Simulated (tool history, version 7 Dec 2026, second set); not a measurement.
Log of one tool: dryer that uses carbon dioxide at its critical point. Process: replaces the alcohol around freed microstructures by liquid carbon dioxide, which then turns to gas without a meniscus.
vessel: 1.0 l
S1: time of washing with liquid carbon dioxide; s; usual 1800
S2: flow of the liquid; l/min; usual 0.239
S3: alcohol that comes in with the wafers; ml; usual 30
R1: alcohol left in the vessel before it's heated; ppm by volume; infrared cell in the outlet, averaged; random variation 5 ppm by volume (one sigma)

run    day    S1     S2  S3    R1
  1  0.000  1800  0.239  30   125
  2  0.604  1800  0.239  30   124
  3  1.271  1800  0.239  36   143
  4  1.629  1800  0.239  36   136
  5  2.162  1800  0.239  30   132
  6  2.746  1800  0.239  30   134
  7  3.279  1800  0.239  30   141
  8  3.662  1800  0.336  39   111
  9  4.312  1860  0.146  39   575
 10  4.762  1860  0.150  52   657
 11  5.125  1140  0.150  47  3041
 12  5.571  1140  0.150  47  3036

The next listed run, before its measurement:
 13  6.079  1140  0.150  47   ?

Run 13 gave R1 3063 ppm by volume.
Without the tool's hidden state the same run would have given R1 2854 ppm by volume.

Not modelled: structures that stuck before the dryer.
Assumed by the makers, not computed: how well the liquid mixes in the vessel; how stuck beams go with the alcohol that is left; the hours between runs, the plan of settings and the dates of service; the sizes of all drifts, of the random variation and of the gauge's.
